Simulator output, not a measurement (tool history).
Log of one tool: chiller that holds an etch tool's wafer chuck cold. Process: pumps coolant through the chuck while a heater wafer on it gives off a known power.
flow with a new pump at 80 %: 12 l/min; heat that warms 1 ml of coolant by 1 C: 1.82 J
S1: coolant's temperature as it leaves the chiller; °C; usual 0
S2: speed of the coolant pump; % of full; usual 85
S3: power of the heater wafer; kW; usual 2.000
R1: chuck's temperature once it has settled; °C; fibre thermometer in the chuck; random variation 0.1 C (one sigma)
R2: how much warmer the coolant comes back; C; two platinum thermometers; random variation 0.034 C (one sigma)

run 1 hour=0.0 | S1=0 S2=85 S3=2.000 | R1=11.8 R2=5.18
run 2 hour=21.5 | S1=0 S2=80 S3=2.000 | R1=12.2 R2=5.43
run 3 hour=59.6 | S1=0 S2=85 S3=2.000 | R1=11.8 R2=5.14
run 4 hour=81.4 | S1=0 S2=71 S3=2.000 | R1=13.0 R2=6.17
run 5 hour=105.7 | S1=-2 S2=85 S3=2.000 | R1=9.8 R2=5.04
run 6 hour=122.6 | S1=-2 S2=85 S3=2.000 | R1=9.8 R2=5.06
run 7 hour=151.3 | S1=-2 S2=85 S3=2.000 | R1=9.9 R2=5.03
run 8 hour=180.6 | S1=-2 S2=85 S3=2.000 | R1=9.8 R2=5.01
run 9 hour=199.1 | S1=-1 S2=82 S3=2.000 | R1=10.9 R2=5.20
run 10 hour=235.5 | S1=-6 S2=76 S3=2.000 | R1=6.5 R2=5.65
run 11 hour=271.6 | S1=0 S2=67 S3=2.000 | R1=13.6 R2=6.38
-- hour=281.0 coolant changed, channels flushed
run 12 hour=297.2 | S1=0 S2=67 S3=2.000 | R1=13.4 R2=6.45
run 13 hour=322.5 | S1=0 S2=67 S3=2.000 | R1=13.7 R2=6.44
run 14 hour=348.9 | S1=0 S2=89 S3=1.083 | R1=6.2 R2=2.45
run 15 hour=385.7 | S1=-6 S2=77 S3=1.083 | R1=0.7 R2=2.89

Forecast each of these 3 alternatives for the next run:
run A hour=413.6 | S1=-6 S2=100 S3=1.083 | R1=? R2=?
run B hour=413.6 | S1=-6 S2=64 S3=1.250 | R1=? R2=?
run C hour=413.6 | S1=10 S2=78 S3=1.076 | R1=? R2=?

run=A R1=-0.1 R2=2.13
run=B R1=2.7 R2=4.08
run=C R1=16.7 R2=2.88
Without the tool's hidden state the same runs would have given:
run=A R1=-0.1 R2=2.35
run=B R1=2.7 R2=4.30
run=C R1=16.7 R2=3.10
